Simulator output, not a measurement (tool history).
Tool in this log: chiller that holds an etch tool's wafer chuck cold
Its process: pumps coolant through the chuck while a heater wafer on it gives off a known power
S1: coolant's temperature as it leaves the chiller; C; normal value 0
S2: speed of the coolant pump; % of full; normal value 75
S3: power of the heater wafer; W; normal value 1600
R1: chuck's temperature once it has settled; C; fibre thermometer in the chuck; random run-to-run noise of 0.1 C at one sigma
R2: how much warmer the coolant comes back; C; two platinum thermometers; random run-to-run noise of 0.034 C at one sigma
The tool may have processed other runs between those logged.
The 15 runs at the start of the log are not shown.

run,hour,S1,S2,S3,R1,R2
16,605.4,-9,80,1963,5.1,5.98
17,651.3,1,66,888,8.8,3.3
18,690.4,3,66,2047,20.6,7.76
# hour 703.8: chiller's thermometer calibrated, once more
19,723.7,1,88,1328,9.6,3.64
20,781.3,-1,92,1600,9.3,4.17
21,826.1,3,61,2278,23.9,9.31
22,855.2,1,61,2236,21.7,9.17
23,904.6,4,61,950,12.7,3.94
24,940.2,-8,61,950,0.7,3.92
25,987,-4,64,1164,6.3,4.51
26,1031,-4,64,1164,6.1,4.59
27,1077,9,73,1164,18.2,3.91
28,1135.2,9,73,1164,18.1,3.95
29,1181.7,9,73,1164,18.3,3.97
30,1230.8,0,61,1681,15.8,6.98

Branching from run 30: 4 alternative next runs. What would each branch give?
A,1263.9,6,87,1579,?,?
B,1263.9,-1,75,1600,?,?
C,1263.9,-5,81,1065,?,?
D,1263.9,0,75,1902,?,?

run,R1,R2
A,16.6,4.45
B,11.6,5.25
C,2.7,3.21
D,14.6,6.27
What these runs would have given with no unlogged condition in the tool:
run,R1,R2
A,15.8,4.3
B,10.8,5.08
C,2.2,3.11
D,13.7,6.06
